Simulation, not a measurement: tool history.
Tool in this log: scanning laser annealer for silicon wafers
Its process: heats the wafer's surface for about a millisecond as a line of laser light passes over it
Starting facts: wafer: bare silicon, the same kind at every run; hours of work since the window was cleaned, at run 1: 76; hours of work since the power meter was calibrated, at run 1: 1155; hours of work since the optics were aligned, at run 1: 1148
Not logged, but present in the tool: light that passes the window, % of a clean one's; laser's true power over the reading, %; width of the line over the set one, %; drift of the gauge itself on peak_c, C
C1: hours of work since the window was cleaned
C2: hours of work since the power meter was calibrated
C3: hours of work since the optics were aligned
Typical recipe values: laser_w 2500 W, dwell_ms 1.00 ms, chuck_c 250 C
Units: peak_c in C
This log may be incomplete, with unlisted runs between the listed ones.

run 1 hour=0.0 | laser_w=2500 dwell_ms=1.00 chuck_c=250 | C1=76 C2=1155 C3=1148 | peak_c=1081
run 2 hour=76.5 | laser_w=2500 dwell_ms=0.92 chuck_c=250 | C1=120 C2=1199 C3=1191 | peak_c=1040
run 3 hour=120.9 | laser_w=2500 dwell_ms=1.00 chuck_c=250 | C1=145 C2=1224 C3=1217 | peak_c=1082
-- hour=148.5 optics aligned, line set to its width
run 4 hour=200.1 | laser_w=2343 dwell_ms=1.00 chuck_c=250 | C1=188 C2=1267 C3=29 | peak_c=1029
run 5 hour=249.0 | laser_w=2500 dwell_ms=1.00 chuck_c=250 | C1=216 C2=1295 C3=57 | peak_c=1077
run 6 hour=321.6 | laser_w=2500 dwell_ms=1.00 chuck_c=250 | C1=257 C2=1336 C3=99 | peak_c=1080
run 7 hour=367.7 | laser_w=2500 dwell_ms=1.00 chuck_c=250 | C1=283 C2=1363 C3=125 | peak_c=1081
run 8 hour=424.1 | laser_w=2598 dwell_ms=1.00 chuck_c=250 | C1=316 C2=1395 C3=157 | peak_c=1116
run 9 hour=489.9 | laser_w=2598 dwell_ms=1.00 chuck_c=250 | C1=353 C2=1432 C3=195 | peak_c=1116
run 10 hour=524.4 | laser_w=2500 dwell_ms=1.00 chuck_c=237 | C1=373 C2=1452 C3=215 | peak_c=1070
-- hour=584.7 window over the wafer cleaned
run 11 hour=605.2 | laser_w=2500 dwell_ms=0.83 chuck_c=237 | C1=12 C2=1497 C3=260 | peak_c=983
run 12 hour=656.6 | laser_w=2500 dwell_ms=0.83 chuck_c=237 | C1=41 C2=1526 C3=289 | peak_c=983
run 13 hour=716.7 | laser_w=2500 dwell_ms=0.83 chuck_c=237 | C1=75 C2=1561 C3=324 | peak_c=982
run 14 hour=800.1 | laser_w=2500 dwell_ms=0.83 chuck_c=237 | C1=123 C2=1608 C3=371 | peak_c=983
run 15 hour=880.6 | laser_w=2500 dwell_ms=0.83 chuck_c=237 | C1=169 C2=1654 C3=417 | peak_c=980
run 16 hour=915.1 | laser_w=2416 dwell_ms=1.00 chuck_c=236 | C1=189 C2=1674 C3=437 | peak_c=1039
run 17 hour=996.9 | laser_w=2416 dwell_ms=1.00 chuck_c=236 | C1=235 C2=1721 C3=484 | peak_c=1041
run 18 hour=1051.6 | laser_w=2416 dwell_ms=1.00 chuck_c=236 | C1=267 C2=1752 C3=515 | peak_c=1040
run 19 hour=1107.7 | laser_w=2223 dwell_ms=0.72 chuck_c=250 | C1=299 C2=1784 C3=547 | peak_c=856
run 20 hour=1166.3 | laser_w=2223 dwell_ms=0.72 chuck_c=250 | C1=332 C2=1818 C3=580 | peak_c=855
run 21 hour=1237.6 | laser_w=2723 dwell_ms=1.20 chuck_c=284 | C1=373 C2=1858 C3=621 | peak_c=1290
run 22 hour=1273.5 | laser_w=2356 dwell_ms=1.14 chuck_c=232 | C1=394 C2=1879 C3=642 | peak_c=1077
-- hour=1300.2 window over the wafer cleaned
run 23 hour=1336.0 | laser_w=2356 dwell_ms=0.99 chuck_c=221 | C1=20 C2=1913 C3=676 | peak_c=1001
run 24 hour=1377.6 | laser_w=2474 dwell_ms=0.99 chuck_c=221 | C1=44 C2=1937 C3=700 | peak_c=1034
run 25 hour=1456.9 | laser_w=2644 dwell_ms=0.87 chuck_c=271 | C1=90 C2=1983 C3=745 | peak_c=1083

Estimate the outcome of run 26 from the log above:
run 26 hour=1500.5 | laser_w=2644 dwell_ms=0.87 chuck_c=271 | C1=114 C2=2007 C3=770 | peak_c=?

peak_c: 1079 C
Had the tool carried no hidden state, the very same run would have given peak_c 1079 C.
